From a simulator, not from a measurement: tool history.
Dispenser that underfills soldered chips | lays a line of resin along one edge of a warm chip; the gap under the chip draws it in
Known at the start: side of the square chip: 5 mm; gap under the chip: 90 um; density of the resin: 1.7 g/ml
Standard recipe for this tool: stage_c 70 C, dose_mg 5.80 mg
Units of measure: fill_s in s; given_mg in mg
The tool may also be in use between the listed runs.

run,hour,stage_c,dose_mg,fill_s,given_mg
1,0.0,70,5.80,25.1,5.81
2,9.3,70,5.80,26.5,5.79
3,17.8,62,5.80,41.1,5.81
4,25.6,70,5.80,26.4,5.77
5,33.0,70,5.80,25.3,5.77
6,39.4,70,5.80,24.2,5.75
7,44.4,70,5.80,30.8,5.74
8,50.6,82,5.80,16.0,5.72
9,56.5,78,5.80,17.2,5.71
10,61.3,56,5.80,66.1,5.72
11,71.3,56,5.80,49.5,5.69
12,77.8,56,5.80,66.8,5.69
13,88.1,56,5.80,50.4,5.68
14,93.4,70,5.74,32.4,5.60
15,98.5,70,5.80,27.7,5.65
16,107.8,70,6.54,27.3,6.51
17,112.8,70,6.54,23.1,6.52
18,120.0,70,6.54,22.9,6.50
19,125.0,81,5.19,18.1,5.14
20,131.4,80,5.98,17.0,5.92
21,136.8,80,5.98,14.6,5.90
22,143.8,71,5.81,21.6,5.72
23,150.3,56,5.15,65.7,5.09
24,157.9,56,5.15,62.8,5.05
25,167.0,56,5.15,68.2,5.04
26,173.5,56,6.91,59.7,6.74
27,181.2,56,5.52,59.5,5.38
28,191.2,56,5.52,63.9,5.36
29,198.1,57,7.21,56.1,7.00
30,207.9,79,6.07,19.8,6.04
31,214.0,70,5.56,27.9,5.51
32,223.1,70,5.00,29.2,4.96
33,229.4,59,5.74,45.4,5.70
34,237.4,65,6.03,33.6,5.97

Removed from this log: 31 entries logged between the listed runs. Between which two listed runs does each belong, and how does the tool's hidden state at the listed run before it compare with that at the listed run after it?
From run 1 to run 2: new syringe of resin (hour 6.6)
  resin's viscosity, % of fresh resin's: 108 -> 112.2; dose that the valve gives, % of what is set: 100.33 -> 100.06; true chip temperature over the reading, C: 1.54 -> 1.57
  measured value less the no-hidden-state value, fill_s: +0.0 -> +1.0 s; given_mg: +0.02 -> +0.00 mg
From run 2 to run 3: new syringe of resin (hour 14.5)
  resin's viscosity, % of fresh resin's: 112.2 -> 115.1; dose that the valve gives, % of what is set: 100.06 -> 99.82; true chip temperature over the reading, C: 1.57 -> 1.61
  measured value less the no-hidden-state value, fill_s: +1.0 -> +2.3 s; given_mg: +0.00 -> -0.01 mg
From run 3 to run 4: new syringe of resin (hour 22.4)
  resin's viscosity, % of fresh resin's: 115.1 -> 116.6; dose that the valve gives, % of what is set: 99.82 -> 99.6; true chip temperature over the reading, C: 1.61 -> 1.64
  measured value less the no-hidden-state value, fill_s: +2.3 -> +2.0 s; given_mg: -0.01 -> -0.03 mg
From run 4 to run 5: new syringe of resin (hour 30.6)
  resin's viscosity, % of fresh resin's: 116.6 -> 109.5; dose that the valve gives, % of what is set: 99.6 -> 99.42; true chip temperature over the reading, C: 1.64 -> 1.67
  measured value less the no-hidden-state value, fill_s: +2.0 -> +0.2 s; given_mg: -0.03 -> -0.03 mg
From run 5 to run 6: new syringe of resin (hour 38.6)
  resin's viscosity, % of fresh resin's: 109.5 -> 103.2; dose that the valve gives, % of what is set: 99.42 -> 99.25; true chip temperature over the reading, C: 1.67 -> 1.7
  measured value less the no-hidden-state value, fill_s: +0.2 -> -1.3 s; given_mg: -0.03 -> -0.05 mg
From run 7 to run 8: new syringe of resin (hour 46.5)
  resin's viscosity, % of fresh resin's: 130.9 -> 119.9; dose that the valve gives, % of what is set: 99.08 -> 98.89; true chip temperature over the reading, C: 1.72 -> 1.74
  measured value less the no-hidden-state value, fill_s: +5.2 -> +1.6 s; given_mg: -0.05 -> -0.06 mg
From run 8 to run 9: new syringe of resin (hour 54.7)
  resin's viscosity, % of fresh resin's: 119.9 -> 108.1; dose that the valve gives, % of what is set: 98.89 -> 98.72; true chip temperature over the reading, C: 1.74 -> 1.77
  measured value less the no-hidden-state value, fill_s: +1.6 -> -0.1 s; given_mg: -0.06 -> -0.07 mg
From run 10 to run 11: new syringe of resin (hour 62.8); new syringe of resin (hour 70.6)
  resin's viscosity, % of fresh resin's: 136.1 -> 104.6; dose that the valve gives, % of what is set: 98.57 -> 98.29; true chip temperature over the reading, C: 1.79 -> 1.83
  measured value less the no-hidden-state value, fill_s: +12.9 -> -2.5 s; given_mg: -0.09 -> -0.10 mg
From run 12 to run 13: new syringe of resin (hour 78.9); new syringe of resin (hour 87.4)
  resin's viscosity, % of fresh resin's: 141.9 -> 105.9; dose that the valve gives, % of what is set: 98.1 -> 97.81; true chip temperature over the reading, C: 1.86 -> 1.91
  measured value less the no-hidden-state value, fill_s: +14.9 -> -2.1 s; given_mg: -0.11 -> -0.13 mg
From run 14 to run 15: new syringe of resin (hour 95.4)
  resin's viscosity, % of fresh resin's: 136.1 -> 117.9; dose that the valve gives, % of what is set: 97.67 -> 97.52; true chip temperature over the reading, C: 1.93 -> 1.95
  measured value less the no-hidden-state value, fill_s: +6.3 -> +2.0 s; given_mg: -0.14 -> -0.14 mg
From run 15 to run 16: dispensing valve cleaned and set on the balance (hour 100.3); new syringe of resin (hour 104.4)
  resin's viscosity, % of fresh resin's: 117.9 -> 118.8; dose that the valve gives, % of what is set: 97.52 -> 99.62; true chip temperature over the reading, C: 1.95 -> 1.99
  measured value less the no-hidden-state value, fill_s: +2.0 -> +2.0 s; given_mg: -0.14 -> -0.02 mg
From run 16 to run 17: new syringe of resin (hour 112.3)
  resin's viscosity, % of fresh resin's: 118.8 -> 101.6; dose that the valve gives, % of what is set: 99.62 -> 99.47; true chip temperature over the reading, C: 1.99 -> 2.01
  measured value less the no-hidden-state value, fill_s: +2.0 -> -2.0 s; given_mg: -0.02 -> -0.04 mg
From run 17 to run 18: new syringe of resin (hour 120.0)
  resin's viscosity, % of fresh resin's: 101.6 -> 101.3; dose that the valve gives, % of what is set: 99.47 -> 99.25; true chip temperature over the reading, C: 2.01 -> 2.04
  measured value less the no-hidden-state value, fill_s: -2.0 -> -2.0 s; given_mg: -0.04 -> -0.05 mg
From run 19 to run 20: new syringe of resin (hour 128.3)
  resin's viscosity, % of fresh resin's: 128.7 -> 117.6; dose that the valve gives, % of what is set: 99.1 -> 98.92; true chip temperature over the reading, C: 2.06 -> 2.09
  measured value less the no-hidden-state value, fill_s: +2.7 -> +1.1 s; given_mg: -0.05 -> -0.06 mg
From run 20 to run 21: new syringe of resin (hour 136.1)
  resin's viscosity, % of fresh resin's: 117.6 -> 103.6; dose that the valve gives, % of what is set: 98.92 -> 98.76; true chip temperature over the reading, C: 2.09 -> 2.11
  measured value less the no-hidden-state value, fill_s: +1.1 -> -0.9 s; given_mg: -0.06 -> -0.08 mg
From run 21 to run 22: new syringe of resin (hour 143.8)
  resin's viscosity, % of fresh resin's: 103.6 -> 99.6; dose that the valve gives, % of what is set: 98.76 -> 98.55; true chip temperature over the reading, C: 2.11 -> 2.15
  measured value less the no-hidden-state value, fill_s: -0.9 -> -2.4 s; given_mg: -0.08 -> -0.08 mg
From run 23 to run 24: new syringe of resin (hour 151.8)
  resin's viscosity, % of fresh resin's: 136 -> 131.1; dose that the valve gives, % of what is set: 98.34 -> 98.11; true chip temperature over the reading, C: 2.17 -> 2.21
  measured value less the no-hidden-state value, fill_s: +11.8 -> +9.3 s; given_mg: -0.08 -> -0.10 mg
From run 24 to run 25: new syringe of resin (hour 159.7)
  resin's viscosity, % of fresh resin's: 131.1 -> 141.6; dose that the valve gives, % of what is set: 98.11 -> 97.85; true chip temperature over the reading, C: 2.21 -> 2.25
  measured value less the no-hidden-state value, fill_s: +9.3 -> +14.3 s; given_mg: -0.10 -> -0.11 mg
From run 25 to run 26: new syringe of resin (hour 168.0)
  resin's viscosity, % of fresh resin's: 141.6 -> 128.5; dose that the valve gives, % of what is set: 97.85 -> 97.67; true chip temperature over the reading, C: 2.25 -> 2.27
  measured value less the no-hidden-state value, fill_s: +14.3 -> +7.4 s; given_mg: -0.11 -> -0.16 mg
From run 26 to run 27: new syringe of resin (hour 176.3)
  resin's viscosity, % of fresh resin's: 128.5 -> 126.7; dose that the valve gives, % of what is set: 97.67 -> 97.44; true chip temperature over the reading, C: 2.27 -> 2.31
  measured value less the no-hidden-state value, fill_s: +7.4 -> +6.7 s; given_mg: -0.16 -> -0.14 mg
From run 27 to run 28: new syringe of resin (hour 184.8)
  resin's viscosity, % of fresh resin's: 126.7 -> 136.4; dose that the valve gives, % of what is set: 97.44 -> 97.15; true chip temperature over the reading, C: 2.31 -> 2.35
  measured value less the no-hidden-state value, fill_s: +6.7 -> +11.2 s; given_mg: -0.14 -> -0.15 mg
From run 28 to run 29: new syringe of resin (hour 193.0)
  resin's viscosity, % of fresh resin's: 136.4 -> 128.3; dose that the valve gives, % of what is set: 97.15 -> 96.94; true chip temperature over the reading, C: 2.35 -> 2.38
  measured value less the no-hidden-state value, fill_s: +11.2 -> +6.7 s; given_mg: -0.15 -> -0.22 mg
From run 29 to run 30: new syringe of resin (hour 200.7); dispensing valve cleaned and set on the balance (hour 202.5)
  resin's viscosity, % of fresh resin's: 128.3 -> 135.2; dose that the valve gives, % of what is set: 96.94 -> 99.72; true chip temperature over the reading, C: 2.38 -> 2.41
  measured value less the no-hidden-state value, fill_s: +6.7 -> +3.4 s; given_mg: -0.22 -> -0.02 mg
From run 30 to run 31: new syringe of resin (hour 210.0)
  resin's viscosity, % of fresh resin's: 135.2 -> 122.9; dose that the valve gives, % of what is set: 99.72 -> 99.56; true chip temperature over the reading, C: 2.41 -> 2.44
  measured value less the no-hidden-state value, fill_s: +3.4 -> +2.4 s; given_mg: -0.02 -> -0.03 mg
From run 31 to run 32: new syringe of resin (hour 218.1)
  resin's viscosity, % of fresh resin's: 122.9 -> 128.2; dose that the valve gives, % of what is set: 99.56 -> 99.26; true chip temperature over the reading, C: 2.44 -> 2.48
  measured value less the no-hidden-state value, fill_s: +2.4 -> +3.6 s; given_mg: -0.03 -> -0.04 mg
From run 32 to run 33: new syringe of resin (hour 225.9)
  resin's viscosity, % of fresh resin's: 128.2 -> 116.9; dose that the valve gives, % of what is set: 99.26 -> 99.08; true chip temperature over the reading, C: 2.48 -> 2.51
  measured value less the no-hidden-state value, fill_s: +3.6 -> +1.2 s; given_mg: -0.04 -> -0.05 mg
From run 33 to run 34: new syringe of resin (hour 234.1)
  resin's viscosity, % of fresh resin's: 116.9 -> 117.7; dose that the valve gives, % of what is set: 99.08 -> 98.86; true chip temperature over the reading, C: 2.51 -> 2.54
  measured value less the no-hidden-state value, fill_s: +1.2 -> +1.2 s; given_mg: -0.05 -> -0.07 mg

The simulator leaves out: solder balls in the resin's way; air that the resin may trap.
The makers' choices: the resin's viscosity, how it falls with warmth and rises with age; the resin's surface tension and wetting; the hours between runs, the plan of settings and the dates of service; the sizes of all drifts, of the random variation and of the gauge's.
